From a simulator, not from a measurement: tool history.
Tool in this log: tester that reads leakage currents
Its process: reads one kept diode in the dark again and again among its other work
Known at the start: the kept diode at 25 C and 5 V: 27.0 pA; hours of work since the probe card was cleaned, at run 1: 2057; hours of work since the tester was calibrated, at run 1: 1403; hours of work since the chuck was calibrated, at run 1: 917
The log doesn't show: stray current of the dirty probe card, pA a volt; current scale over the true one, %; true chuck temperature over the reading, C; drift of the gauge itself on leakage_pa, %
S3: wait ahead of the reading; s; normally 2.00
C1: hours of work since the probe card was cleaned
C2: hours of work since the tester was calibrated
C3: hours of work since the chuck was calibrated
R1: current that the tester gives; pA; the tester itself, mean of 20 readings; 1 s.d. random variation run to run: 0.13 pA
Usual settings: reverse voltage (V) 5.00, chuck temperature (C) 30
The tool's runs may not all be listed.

{"run": 1, "hour": 0.0, "reverse voltage (V)": 5.0, "chuck temperature (C)": 30, "S3": 2.0, "C1": 2057, "C2": 1403, "C3": 917, "R1": 49.56}
{"run": 2, "hour": 54.0, "reverse voltage (V)": 5.0, "chuck temperature (C)": 30, "S3": 2.0, "C1": 2079, "C2": 1425, "C3": 938, "R1": 49.76}
{"run": 3, "hour": 145.9, "reverse voltage (V)": 6.92, "chuck temperature (C)": 30, "S3": 2.0, "C1": 2117, "C2": 1463, "C3": 976, "R1": 60.33}
{"run": 4, "hour": 252.0, "reverse voltage (V)": 5.0, "chuck temperature (C)": 30, "S3": 2.0, "C1": 2160, "C2": 1506, "C3": 1019, "R1": 50.44}
{"run": 5, "hour": 314.4, "reverse voltage (V)": 5.0, "chuck temperature (C)": 30, "S3": 2.0, "C1": 2185, "C2": 1531, "C3": 1044, "R1": 50.44}
{"run": 6, "hour": 404.6, "reverse voltage (V)": 5.0, "chuck temperature (C)": 30, "S3": 2.0, "C1": 2222, "C2": 1568, "C3": 1081, "R1": 50.52}
{"run": 7, "hour": 487.8, "reverse voltage (V)": 5.0, "chuck temperature (C)": 30, "S3": 1.33, "C1": 2255, "C2": 1602, "C3": 1115, "R1": 50.99}
{"run": 8, "hour": 538.2, "reverse voltage (V)": 5.0, "chuck temperature (C)": 30, "S3": 1.33, "C1": 2276, "C2": 1622, "C3": 1135, "R1": 51.46}
{"run": 9, "hour": 593.3, "reverse voltage (V)": 5.0, "chuck temperature (C)": 30, "S3": 1.33, "C1": 2298, "C2": 1644, "C3": 1158, "R1": 51.47}
{"run": 10, "hour": 649.3, "reverse voltage (V)": 5.0, "chuck temperature (C)": 30, "S3": 1.33, "C1": 2321, "C2": 1667, "C3": 1180, "R1": 52.09}
{"run": 11, "hour": 765.6, "reverse voltage (V)": 5.0, "chuck temperature (C)": 30, "S3": 1.33, "C1": 2368, "C2": 1715, "C3": 1228, "R1": 52.08}
{"hour": 811.6, "done": "chuck's temperature calibrated"}
{"run": 12, "hour": 887.2, "reverse voltage (V)": 5.0, "chuck temperature (C)": 30, "S3": 1.33, "C1": 2417, "C2": 1763, "C3": 31, "R1": 45.03}
{"run": 13, "hour": 1006.3, "reverse voltage (V)": 5.0, "chuck temperature (C)": 30, "S3": 1.33, "C1": 2465, "C2": 1811, "C3": 79, "R1": 45.29}
{"run": 14, "hour": 1096.5, "reverse voltage (V)": 5.0, "chuck temperature (C)": 30, "S3": 1.33, "C1": 2502, "C2": 1848, "C3": 116, "R1": 45.49}
{"run": 15, "hour": 1182.3, "reverse voltage (V)": 5.0, "chuck temperature (C)": 30, "S3": 1.33, "C1": 2537, "C2": 1883, "C3": 151, "R1": 45.67}
{"run": 16, "hour": 1291.8, "reverse voltage (V)": 6.72, "chuck temperature (C)": 30, "S3": 2.0, "C1": 2581, "C2": 1927, "C3": 195, "R1": 54.5}
{"run": 17, "hour": 1352.2, "reverse voltage (V)": 6.72, "chuck temperature (C)": 30, "S3": 2.0, "C1": 2606, "C2": 1952, "C3": 220, "R1": 55.05}
{"run": 18, "hour": 1458.4, "reverse voltage (V)": 5.0, "chuck temperature (C)": 30, "S3": 2.0, "C1": 2649, "C2": 1995, "C3": 263, "R1": 46.54}
{"run": 19, "hour": 1529.0, "reverse voltage (V)": 5.0, "chuck temperature (C)": 30, "S3": 2.0, "C1": 2678, "C2": 2024, "C3": 291, "R1": 46.69}
{"run": 20, "hour": 1629.3, "reverse voltage (V)": 5.0, "chuck temperature (C)": 30, "S3": 2.0, "C1": 2718, "C2": 2065, "C3": 332, "R1": 46.74}
{"run": 21, "hour": 1679.9, "reverse voltage (V)": 5.0, "chuck temperature (C)": 30, "S3": 2.0, "C1": 2739, "C2": 2085, "C3": 353, "R1": 47.02}
{"run": 22, "hour": 1759.1, "reverse voltage (V)": 1.09, "chuck temperature (C)": 30, "S3": 2.39, "C1": 2771, "C2": 2117, "C3": 385, "R1": 19.62}
{"run": 23, "hour": 1826.7, "reverse voltage (V)": 3.93, "chuck temperature (C)": 30, "S3": 2.0, "C1": 2799, "C2": 2145, "C3": 412, "R1": 41.21}
{"run": 24, "hour": 1898.1, "reverse voltage (V)": 3.93, "chuck temperature (C)": 30, "S3": 2.0, "C1": 2828, "C2": 2174, "C3": 441, "R1": 41.29}
{"run": 25, "hour": 2002.2, "reverse voltage (V)": 7.56, "chuck temperature (C)": 32, "S3": 2.0, "C1": 2870, "C2": 2216, "C3": 484, "R1": 70.25}
{"run": 26, "hour": 2109.4, "reverse voltage (V)": 7.56, "chuck temperature (C)": 32, "S3": 2.0, "C1": 2913, "C2": 2260, "C3": 527, "R1": 70.48}
{"run": 27, "hour": 2182.2, "reverse voltage (V)": 7.56, "chuck temperature (C)": 22, "S3": 0.46, "C1": 2943, "C2": 2289, "C3": 557, "R1": 39.83}
{"run": 28, "hour": 2299.1, "reverse voltage (V)": 6.58, "chuck temperature (C)": 33, "S3": 2.0, "C1": 2991, "C2": 2337, "C3": 604, "R1": 69.74}
{"run": 29, "hour": 2392.6, "reverse voltage (V)": 9.5, "chuck temperature (C)": 53, "S3": 0.64, "C1": 3029, "C2": 2375, "C3": 642, "R1": 327.55}
{"run": 30, "hour": 2472.4, "reverse voltage (V)": 12.83, "chuck temperature (C)": 31, "S3": 0.42, "C1": 3061, "C2": 2407, "C3": 675, "R1": 98.61}
{"run": 31, "hour": 2547.2, "reverse voltage (V)": 12.83, "chuck temperature (C)": 31, "S3": 0.42, "C1": 3091, "C2": 2438, "C3": 705, "R1": 99.2}
{"run": 32, "hour": 2654.4, "reverse voltage (V)": 18.23, "chuck temperature (C)": 27, "S3": 0.36, "C1": 3135, "C2": 2481, "C3": 749, "R1": 101.51}
{"run": 33, "hour": 2727.7, "reverse voltage (V)": 18.23, "chuck temperature (C)": 27, "S3": 0.36, "C1": 3165, "C2": 2511, "C3": 778, "R1": 101.84}
{"run": 34, "hour": 2806.2, "reverse voltage (V)": 2.21, "chuck temperature (C)": 35, "S3": 7.38, "C1": 3197, "C2": 2543, "C3": 810, "R1": 44.21}
{"run": 35, "hour": 2880.2, "reverse voltage (V)": 2.12, "chuck temperature (C)": 27, "S3": 7.38, "C1": 3227, "C2": 2573, "C3": 840, "R1": 24.62}
{"run": 36, "hour": 2988.8, "reverse voltage (V)": 2.12, "chuck temperature (C)": 27, "S3": 7.38, "C1": 3271, "C2": 2617, "C3": 885, "R1": 24.75}
{"run": 37, "hour": 3063.8, "reverse voltage (V)": 1.12, "chuck temperature (C)": 24, "S3": 1.0, "C1": 3301, "C2": 2647, "C3": 915, "R1": 14.15}
{"run": 38, "hour": 3138.6, "reverse voltage (V)": 3.05, "chuck temperature (C)": 33, "S3": 0.47, "C1": 3332, "C2": 2678, "C3": 945, "R1": 48.56}
{"run": 39, "hour": 3240.3, "reverse voltage (V)": 3.05, "chuck temperature (C)": 33, "S3": 0.47, "C1": 3373, "C2": 2719, "C3": 987, "R1": 48.29}

The logged runs with the hidden state left out (each run's random variation unchanged):
run=1 R1=40.82
run=2 R1=40.85
run=3 R1=48.69
run=4 R1=40.89
run=5 R1=40.74
run=6 R1=40.57
run=7 R1=40.80
run=8 R1=41.05
run=9 R1=40.91
run=10 R1=41.27
run=11 R1=40.98
run=12 R1=41.05
run=13 R1=40.97
run=14 R1=40.91
run=15 R1=40.85
run=16 R1=47.71
run=17 R1=48.02
run=18 R1=40.87
run=19 R1=40.82
run=20 R1=40.61
run=21 R1=40.74
run=22 R1=17.80
run=23 R1=35.73
run=24 R1=35.63
run=25 R1=59.43
run=26 R1=59.22
run=27 R1=30.30
run=28 R1=58.71
run=29 R1=296.87
run=30 R1=79.02
run=31 R1=79.15
run=32 R1=75.66
run=33 R1=75.54
run=34 R1=37.92
run=35 R1=20.06
run=36 R1=20.04
run=37 R1=11.49
run=38 R1=40.30
run=39 R1=39.83
